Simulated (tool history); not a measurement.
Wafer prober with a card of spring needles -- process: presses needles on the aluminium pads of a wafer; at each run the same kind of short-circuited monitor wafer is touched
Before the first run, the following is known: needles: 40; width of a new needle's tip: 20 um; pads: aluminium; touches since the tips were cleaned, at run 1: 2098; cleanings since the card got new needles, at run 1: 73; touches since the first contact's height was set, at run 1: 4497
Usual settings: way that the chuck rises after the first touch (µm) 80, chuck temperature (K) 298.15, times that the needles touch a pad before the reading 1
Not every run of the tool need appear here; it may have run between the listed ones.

run   hour  way that the chuck rises after the first touch (µm)  chuck temperature (K)  times that the needles touch a pad before the reading  touches since the tips were cleaned  cleanings since the card got new needles  touches since the first contact's height was set  resistance of one needle with its contact and lead (mohm)  way that a needle slides on the pad (µm)
  1    0.0                                                   80                 298.15                                                      1                                 2098                                        73                                              4497                                                        215                                     13.47
       3.3  -- tips cleaned on abrasive film
  2    8.9                                                   80                 366.15                                                      1                                 2364                                        74                                              8232                                                        233                                     13.41
      11.7  -- tips cleaned on abrasive film
      19.4  -- tips cleaned on abrasive film
  3   19.4                                                   80                 366.15                                                      1                                    0                                        76                                             12611                                                        208                                     13.44
      27.4  -- tips cleaned on abrasive film
  4   29.4                                                   80                 366.15                                                      1                                  839                                        77                                             16794                                                        223                                     13.67
      35.4  -- tips cleaned on abrasive film
  5   38.8                                                   80                 366.15                                                      1                                 1429                                        78                                             20715                                                        224                                     13.26
      43.3  -- tips cleaned on abrasive film
  6   48.9                                                   80                 298.15                                                      1                                 2370                                        79                                             24984                                                        222                                     13.42
      51.9  -- tips cleaned on abrasive film
      60.4  -- tips cleaned on abrasive film
  7   62.7                                                   80                 298.15                                                      1                                  991                                        81                                             30744                                                        207                                     13.36
      68.2  -- tips cleaned on abrasive film
  8   69.0                                                   80                 298.15                                                      1                                  368                                        82                                             33377                                                        198                                     13.32
      76.2  -- tips cleaned on abrasive film
  9   83.3                                                   80                 298.15                                                      1                                 2983                                        83                                             39376                                                        226                                     13.62
      84.4  -- tips cleaned on abrasive film
      92.5  -- tips cleaned on abrasive film
 10   92.5                                                   80                 298.15                                                      1                                    0                                        85                                             43196                                                        197                                     13.50
     100.6  -- tips cleaned on abrasive film
 11  102.0                                                   80                 298.15                                                      1                                  592                                        86                                             47189                                                        204                                     13.43
     108.5  -- tips cleaned on abrasive film
 12  108.5                                                   80                 385.15                                                      2                                    0                                        87                                             49896                                                        213                                     13.40
     116.7  -- tips cleaned on abrasive film
 13  121.0                                                   69                 344.15                                                      2                                 1828                                        88                                             55165                                                        224                                     11.19
     124.7  -- tips cleaned on abrasive film
 14  128.6                                                   67                 344.15                                                      2                                 1684                                        89                                             58359                                                        225                                     11.01
     132.4  -- tips cleaned on abrasive film
     140.7  -- tips cleaned on abrasive film
 15  141.5                                                   80                 298.15                                                      2                                  338                                        91                                             63745                                                        197                                     13.29
     149.1  -- tips cleaned on abrasive film
 16  156.1                                                   76                 310.15                                                      3                                 2996                                        92                                             69889                                                        211                                     12.32
     157.4  -- tips cleaned on abrasive film
     165.5  -- tips cleaned on abrasive film
 17  165.5                                                   76                 310.15                                                      3                                    0                                        94                                             73766                                                        193                                     12.55
     173.9  -- tips cleaned on abrasive film
 18  179.9                                                   93                 299.15                                                      1                                 2563                                        95                                             79843                                                        213                                     15.47
     181.8  -- tips cleaned on abrasive film
     189.9  -- tips cleaned on abrasive film
 19  190.3                                                   80                 299.15                                                      1                                  196                                        97                                             84179                                                        196                                     12.93
     197.6  -- tips cleaned on abrasive film
 20  198.5                                                   80                 298.15                                                      2                                  396                                        98                                             87612                                                        201                                     13.29
     205.4  -- tips cleaned on abrasive film
 21  206.7                                                   80                 298.15                                                      2                                  521                                        99                                             91018                                                        198                                     13.20
     213.8  -- tips cleaned on abrasive film
 22  215.2                                                   80                 298.15                                                      2                                  575                                       100                                             94587                                                        199                                     13.24

3 ways to go on from here, each from the tool as it stands after run 22. What would each give?
     221.8  -- tips cleaned on abrasive film
  A  227.9                                                   80                 298.15                                                      3                                 2602                                       101                                             99932                                                          ?                                         ?
     221.8  -- tips cleaned on abrasive film
  B  227.9                                                   76                 318.15                                                      1                                 2602                                       101                                             99932                                                          ?                                         ?
     221.8  -- tips cleaned on abrasive film
  C  227.9                                                   92                 315.15                                                      2                                 2602                                       101                                             99932                                                          ?                                         ?

run  resistance of one needle with its contact and lead (mohm)  way that a needle slides on the pad (µm)
  A                                                        202                                     12.96
  B                                                        236                                     12.21
  C                                                        214                                     15.33
With the hidden condition removed and each run's random variation left untouched, the same runs would have given:
run  resistance of one needle with its contact and lead (mohm)  way that a needle slides on the pad (µm)
  A                                                        188                                     13.42
  B                                                        197                                     12.67
  C                                                        196                                     15.79

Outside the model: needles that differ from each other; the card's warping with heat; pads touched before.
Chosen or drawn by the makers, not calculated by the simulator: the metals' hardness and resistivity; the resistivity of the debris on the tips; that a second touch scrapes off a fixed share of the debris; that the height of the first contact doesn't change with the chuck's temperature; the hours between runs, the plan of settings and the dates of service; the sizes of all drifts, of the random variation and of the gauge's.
